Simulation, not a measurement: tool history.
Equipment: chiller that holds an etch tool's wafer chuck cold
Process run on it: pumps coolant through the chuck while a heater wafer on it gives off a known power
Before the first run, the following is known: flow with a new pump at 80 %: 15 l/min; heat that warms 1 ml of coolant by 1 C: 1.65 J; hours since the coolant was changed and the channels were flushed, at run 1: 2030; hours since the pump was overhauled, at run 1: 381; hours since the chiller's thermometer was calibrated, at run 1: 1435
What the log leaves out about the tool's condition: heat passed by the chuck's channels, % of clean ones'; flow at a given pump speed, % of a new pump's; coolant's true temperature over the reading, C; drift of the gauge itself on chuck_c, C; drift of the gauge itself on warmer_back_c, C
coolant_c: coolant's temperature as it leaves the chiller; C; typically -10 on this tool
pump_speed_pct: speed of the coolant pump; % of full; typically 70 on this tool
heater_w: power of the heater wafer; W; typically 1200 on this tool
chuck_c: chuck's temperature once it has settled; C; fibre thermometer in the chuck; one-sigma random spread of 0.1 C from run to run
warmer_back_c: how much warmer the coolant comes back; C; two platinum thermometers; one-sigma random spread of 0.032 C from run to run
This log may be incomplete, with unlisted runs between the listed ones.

run     day  coolant_c  pump_speed_pct  heater_w  hours since the coolant was changed and the channels were flushed  hours since the pump was overhauled  hours since the chiller's thermometer was calibrated  chuck_c  warmer_back_c
  1       0        -10              70      1200                                                               2030                                  381                                                  1435      3.8           3.39
  2   0.888        -10              70      1200                                                               2051                                  403                                                  1456      3.7           3.35
  3   2.904        -10              70      1200                                                               2100                                  451                                                  1504      3.8           3.35
  4   4.688        -10              61      1200                                                               2143                                  494                                                  1547      5.3           3.89
  5   6.388        -10              61      1200                                                               2183                                  535                                                  1588      5.3           3.89
  6   7.421        -10              61      1200                                                               2208                                  559                                                  1613      5.2           3.85
  7   8.712        -10              61      1200                                                               2239                                  590                                                  1644      5.2           3.87
  8  10.704        -10              61      1548                                                               2287                                  638                                                  1692       10              5
  9  11.983        -10              61      1548                                                               2318                                  669                                                  1722      9.9           5.02
 10  13.712        -12              82       998                                                               2359                                  710                                                  1764     -1.5           2.46

Same runs, no hidden state in the tool, same run-to-run variation:
run  chuck_c  warmer_back_c
  1      2.7           3.34
  2      2.6            3.3
  3      2.7           3.29
  4        4           3.82
  5        4           3.81
  6      3.8           3.77
  7      3.8           3.78
  8      8.1           4.88
  9      8.1           4.89
 10     -2.5           2.39
